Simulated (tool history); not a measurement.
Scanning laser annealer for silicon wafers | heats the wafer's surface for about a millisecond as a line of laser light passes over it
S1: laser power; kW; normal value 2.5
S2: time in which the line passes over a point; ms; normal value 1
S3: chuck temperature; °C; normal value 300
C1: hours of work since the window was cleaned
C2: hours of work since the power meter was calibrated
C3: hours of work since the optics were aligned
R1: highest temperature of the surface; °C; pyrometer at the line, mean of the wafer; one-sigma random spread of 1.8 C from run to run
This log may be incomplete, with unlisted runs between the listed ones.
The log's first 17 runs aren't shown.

| run | hour | S1 | S2 | S3 | C1 | C2 | C3 | R1 |
|---|---|---|---|---|---|---|---|---|
| 18 | 230.3 | 2.202 | 0.84 | 300 | 13 | 348 | 79 | 849 |
| 19 | 243.3 | 2.202 | 0.84 | 300 | 22 | 356 | 88 | 848 |
| 20 | 256.2 | 2.578 | 1 | 300 | 30 | 365 | 96 | 1045 |
| 21 | 272.5 | 2.321 | 1 | 335 | 41 | 375 | 107 | 983 |
| 22 | 286.4 | 2.59 | 0.85 | 314 | 50 | 384 | 116 | 992 |
| 23 | 294.4 | 2.749 | 1.01 | 288 | 55 | 390 | 121 | 1102 |
| 24 | 312.7 | 2.749 | 1.01 | 288 | 67 | 402 | 133 | 1103 |
| 25 | 329.9 | 2.411 | 1 | 302 | 78 | 413 | 145 | 982 |
| 26 | 343.2 | 2.438 | 1.12 | 279 | 87 | 422 | 153 | 1014 |
| 27 | 354.5 | 2.736 | 0.85 | 327 | 95 | 429 | 161 | 1061 |
| 28 | 372 | 2.605 | 0.72 | 280 | 106 | 441 | 172 | 903 |
| 29 | 384.3 | 2.537 | 0.98 | 264 | 114 | 449 | 180 | 985 |
| 30 | 399.6 | 2.619 | 1 | 317 | 124 | 459 | 190 | 1074 |
| 31 | 410.3 | 2.619 | 1 | 317 | 131 | 466 | 197 | 1073 |
| 32 | 419.1 | 2.711 | 0.95 | 300 | 137 | 472 | 203 | 1070 |
| 33 | 428.2 | 2.405 | 0.77 | 300 | 143 | 478 | 209 | 881 |
| 34 | 439.3 | 2.405 | 0.77 | 300 | 150 | 485 | 217 | 882 |
| 35 | 449.6 | 2.405 | 0.77 | 300 | 157 | 492 | 223 | 877 |
| 36 | 459 | 2.405 | 0.77 | 300 | 163 | 498 | 229 | 884 |
| 37 | 473.1 | 2.202 | 0.71 | 284 | 173 | 507 | 239 | 779 |
| 38 | 488.2 | 2.544 | 0.76 | 334 | 183 | 517 | 249 | 954 |
| 39 | 498.4 | 2.214 | 0.91 | 300 | 189 | 524 | 255 | 869 |
| 40 | 514.5 | 2.214 | 0.91 | 300 | 200 | 534 | 266 | 870 |

Branching from run 40: 3 alternative next runs. What would each branch give?
| A | 532.4 | 2.228 | 0.91 | 314 | 212 | 546 | 278 | ? |
| B | 532.4 | 2.645 | 0.97 | 321 | 212 | 546 | 278 | ? |
| C | 532.4 | 2.214 | 0.91 | 296 | 212 | 546 | 278 | ? |

| run | R1 |
|---|---|
| A | 885 |
| B | 1070 |
| C | 866 |
What these runs would have given with no unlogged condition in the tool:
| run | R1 |
|---|---|
| A | 896 |
| B | 1085 |
| C | 878 |
